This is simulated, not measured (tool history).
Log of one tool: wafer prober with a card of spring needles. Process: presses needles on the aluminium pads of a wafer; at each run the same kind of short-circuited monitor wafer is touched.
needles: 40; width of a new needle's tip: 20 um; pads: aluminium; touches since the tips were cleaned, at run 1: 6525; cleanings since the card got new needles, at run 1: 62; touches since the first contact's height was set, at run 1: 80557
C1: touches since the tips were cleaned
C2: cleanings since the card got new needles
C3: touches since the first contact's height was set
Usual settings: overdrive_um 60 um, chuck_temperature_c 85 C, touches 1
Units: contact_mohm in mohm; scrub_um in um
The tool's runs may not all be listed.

Run 1, hour 0: usual settings; C1 6525; C2 62; C3 80557. Result: contact_mohm 130 mohm, scrub_um 13.53 um.
At hour 6.8: tips cleaned on abrasive film.
At hour 37.3: tips cleaned on abrasive film.
Run 2, hour 47: usual settings but overdrive_um 66 um; C1 2986; C2 64; C3 94922. Result: contact_mohm 130 mohm, scrub_um 14.9 um.
At hour 70: tips cleaned on abrasive film.
At hour 100.5: tips cleaned on abrasive film.
Run 3, hour 106.5: usual settings but overdrive_um 66 um; C1 1848; C2 66; C3 113142. Result: contact_mohm 129 mohm, scrub_um 14.98 um.
At hour 128.6: tips cleaned on abrasive film.
At hour 157.1: tips cleaned on abrasive film.
Run 4, hour 163.2: usual settings but overdrive_um 66 um; C1 1874; C2 68; C3 130495. Result: contact_mohm 129 mohm, scrub_um 14.91 um.
At hour 185: tips cleaned on abrasive film.
Run 5, hour 209.5: usual settings but overdrive_um 66 um, touches 3; C1 7517; C2 69; C3 144658. Result: contact_mohm 131 mohm, scrub_um 14.91 um.
At hour 216.2: tips cleaned on abrasive film.
At hour 244.7: tips cleaned on abrasive film.
At hour 274.5: tips cleaned on abrasive film.
At hour 280: height of the first contact set anew.
Run 6, hour 287.5: usual settings but overdrive_um 66 um, touches 3; C1 3913; C2 72; C3 2303. Result: contact_mohm 129 mohm, scrub_um 14.97 um.
At hour 303.4: tips cleaned on abrasive film.
Run 7, hour 327: usual settings but overdrive_um 66 um, touches 3; C1 7268; C2 73; C3 14405. Result: contact_mohm 130 mohm, scrub_um 14.95 um.
At hour 333.3: tips cleaned on abrasive film.
At hour 362.2: tips cleaned on abrasive film.
Run 8, hour 377.4: usual settings but overdrive_um 66 um, touches 3; C1 4656; C2 75; C3 29798. Result: contact_mohm 126 mohm, scrub_um 14.93 um.
At hour 394: tips cleaned on abrasive film.
At hour 422.3: tips cleaned on abrasive film.
Run 9, hour 432: usual settings but overdrive_um 66 um, touches 3; C1 2976; C2 77; C3 46511. Result: contact_mohm 129 mohm, scrub_um 14.89 um.
At hour 449.7: tips cleaned on abrasive film.
At hour 479.2: tips cleaned on abrasive film.
Run 10, hour 498.4: usual settings but touches 3; C1 5883; C2 79; C3 66835. Result: contact_mohm 131 mohm, scrub_um 13.59 um.
At hour 508.8: tips cleaned on abrasive film.
At hour 540.5: tips cleaned on abrasive film.
At hour 572.9: tips cleaned on abrasive film.
Run 11, hour 573.9: usual settings; C1 299; C2 82; C3 89916. Result: contact_mohm 129 mohm, scrub_um 13.62 um.
At hour 604.6: tips cleaned on abrasive film.
Run 12, hour 628.5: usual settings but chuck_temperature_c 36 C; C1 7339; C2 83; C3 106678. Result: contact_mohm 125 mohm, scrub_um 13.59 um.
At hour 634.7: tips cleaned on abrasive film.
At hour 665.9: tips cleaned on abrasive film.
At hour 696: tips cleaned on abrasive film.
Run 13, hour 700.3: usual settings but chuck_temperature_c 36 C; C1 1341; C2 86; C3 128628. Result: contact_mohm 128 mohm, scrub_um 13.58 um.
At hour 725.4: tips cleaned on abrasive film.
At hour 758.2: tips cleaned on abrasive film.
Run 14, hour 775.1: usual settings; C1 5199; C2 88; C3 151525. Result: contact_mohm 131 mohm, scrub_um 13.6 um.
At hour 788.9: tips cleaned on abrasive film.
At hour 820.5: tips cleaned on abrasive film.
At hour 820.8: height of the first contact set anew.
At hour 849.9: tips cleaned on abrasive film.
Run 15, hour 854.1: usual settings; C1 1261; C2 91; C3 10179. Result: contact_mohm 130 mohm, scrub_um 13.54 um.
At hour 879.7: tips cleaned on abrasive film.
At hour 908.8: tips cleaned on abrasive film.
Run 16, hour 909.6: usual settings; C1 257; C2 93; C3 27175. Result: contact_mohm 130 mohm, scrub_um 13.55 um.
At hour 941.5: tips cleaned on abrasive film.
At hour 969.2: tips cleaned on abrasive film.
Run 17, hour 989.4: usual settings but overdrive_um 56 um, chuck_temperature_c 36 C, touches 2; C1 6204; C2 95; C3 51623. Result: contact_mohm 125 mohm, scrub_um 12.69 um.
At hour 1000.8: tips cleaned on abrasive film.
At hour 1027.7: tips cleaned on abrasive film.
At hour 1054.7: tips cleaned on abrasive film.
Run 18, hour 1064.8: usual settings but chuck_temperature_c 43 C; C1 3106; C2 98; C3 74679. Result: contact_mohm 126 mohm, scrub_um 13.59 um.
At hour 1085.7: tips cleaned on abrasive film.
At hour 1115.2: tips cleaned on abrasive film.
At hour 1144.8: tips cleaned on abrasive film.
Run 19, hour 1144.8: usual settings but chuck_temperature_c 43 C; C1 0; C2 101; C3 99142. Result: contact_mohm 126 mohm, scrub_um 13.57 um.
At hour 1175.9: tips cleaned on abrasive film.
At hour 1205.4: tips cleaned on abrasive film.
Run 20, hour 1222.2: usual settings but overdrive_um 43 um, chuck_temperature_c 29 C; C1 5174; C2 103; C3 122858. Result: contact_mohm 127 mohm, scrub_um 9.75 um.
At hour 1234.9: tips cleaned on abrasive film.
Run 21, hour 1259.5: usual settings but overdrive_um 67 um, chuck_temperature_c 34 C; C1 7567; C2 104; C3 134275. Result: contact_mohm 121 mohm, scrub_um 15.17 um.
At hour 1263: tips cleaned on abrasive film.
At hour 1292.3: tips cleaned on abrasive film.
Run 22, hour 1292.9: usual settings but overdrive_um 67 um, chuck_temperature_c 115 C; C1 175; C2 106; C3 144463. Result: contact_mohm 134 mohm, scrub_um 15.15 um.
At hour 1324.3: tips cleaned on abrasive film.
Run 23, hour 1334.5: usual settings but overdrive_um 67 um, chuck_temperature_c 115 C, touches 2; C1 3129; C2 107; C3 157207. Result: contact_mohm 134 mohm, scrub_um 15.17 um.
At hour 1351.2: tips cleaned on abrasive film.
At hour 1360.3: height of the first contact set anew.
At hour 1381: tips cleaned on abrasive film.
Run 24, hour 1388.9: usual settings but overdrive_um 67 um, chuck_temperature_c 115 C, touches 2; C1 2424; C2 109; C3 8753. Result: contact_mohm 132 mohm, scrub_um 15.1 um.
At hour 1409.3: tips cleaned on abrasive film.
At hour 1437.4: tips cleaned on abrasive film.
Run 25, hour 1453.3: usual settings but overdrive_um 67 um, chuck_temperature_c 115 C, touches 2; C1 4870; C2 111; C3 28470. Result: contact_mohm 131 mohm, scrub_um 15.22 um.
At hour 1469.8: tips cleaned on abrasive film.
At hour 1501.2: tips cleaned on abrasive film.
Run 26, hour 1527.6: usual settings but overdrive_um 42 um, chuck_temperature_c 26 C, touches 3; C1 8101; C2 113; C3 51217. Result: contact_mohm 130 mohm, scrub_um 9.54 um.
At hour 1533: tips cleaned on abrasive film.
At hour 1565.2: tips cleaned on abrasive film.
Run 27, hour 1565.7: usual settings but overdrive_um 74 um, chuck_temperature_c 108 C, touches 3; C1 164; C2 115; C3 62859. Result: contact_mohm 132 mohm, scrub_um 16.76 um.
At hour 1595: tips cleaned on abrasive film.
At hour 1624.9: tips cleaned on abrasive film.
Run 28, hour 1624.9: usual settings but overdrive_um 54 um, chuck_temperature_c 63 C, touches 3; C1 0; C2 117; C3 80981. Result: contact_mohm 129 mohm, scrub_um 12.2 um.
At hour 1655.1: tips cleaned on abrasive film.
Run 29, hour 1672: usual settings but overdrive_um 54 um, chuck_temperature_c 63 C, touches 3; C1 5199; C2 118; C3 95406. Result: contact_mohm 129 mohm, scrub_um 12.24 um.

5 ways to go on from here, each from the tool as it stands after run 29. What would each give?
At hour 1683.9: tips cleaned on abrasive film.
At hour 1710.9: tips cleaned on abrasive film.
Run A, hour 1710.9: usual settings but chuck_temperature_c 92 C; C1 0; C2 120; C3 107300. Result: contact_mohm ?, scrub_um ?.
At hour 1683.9: tips cleaned on abrasive film.
At hour 1710.9: tips cleaned on abrasive film.
Run B, hour 1710.9: usual settings but overdrive_um 53 um, chuck_temperature_c 63 C, touches 3; C1 0; C2 120; C3 107300. Result: contact_mohm ?, scrub_um ?.
At hour 1683.9: tips cleaned on abrasive film.
At hour 1710.9: tips cleaned on abrasive film.
Run C, hour 1710.9: usual settings but overdrive_um 56 um, chuck_temperature_c 123 C; C1 0; C2 120; C3 107300. Result: contact_mohm ?, scrub_um ?.
At hour 1683.9: tips cleaned on abrasive film.
At hour 1710.9: tips cleaned on abrasive film.
Run D, hour 1710.9: usual settings but overdrive_um 57 um, chuck_temperature_c 56 C, touches 2; C1 0; C2 120; C3 107300. Result: contact_mohm ?, scrub_um ?.
At hour 1683.9: tips cleaned on abrasive film.
At hour 1710.9: tips cleaned on abrasive film.
Run E, hour 1710.9: usual settings but overdrive_um 69 um; C1 0; C2 120; C3 107300. Result: contact_mohm ?, scrub_um ?.

run  contact_mohm  scrub_um
  A           130      13.6
  B           128     11.95
  C           135     12.68
  D           127     12.91
  E           131     15.63
Without the tool's hidden state the same runs would have given:
run  contact_mohm  scrub_um
  A           130      13.6
  B           128     11.95
  C           135     12.68
  D           127     12.91
  E           131     15.63

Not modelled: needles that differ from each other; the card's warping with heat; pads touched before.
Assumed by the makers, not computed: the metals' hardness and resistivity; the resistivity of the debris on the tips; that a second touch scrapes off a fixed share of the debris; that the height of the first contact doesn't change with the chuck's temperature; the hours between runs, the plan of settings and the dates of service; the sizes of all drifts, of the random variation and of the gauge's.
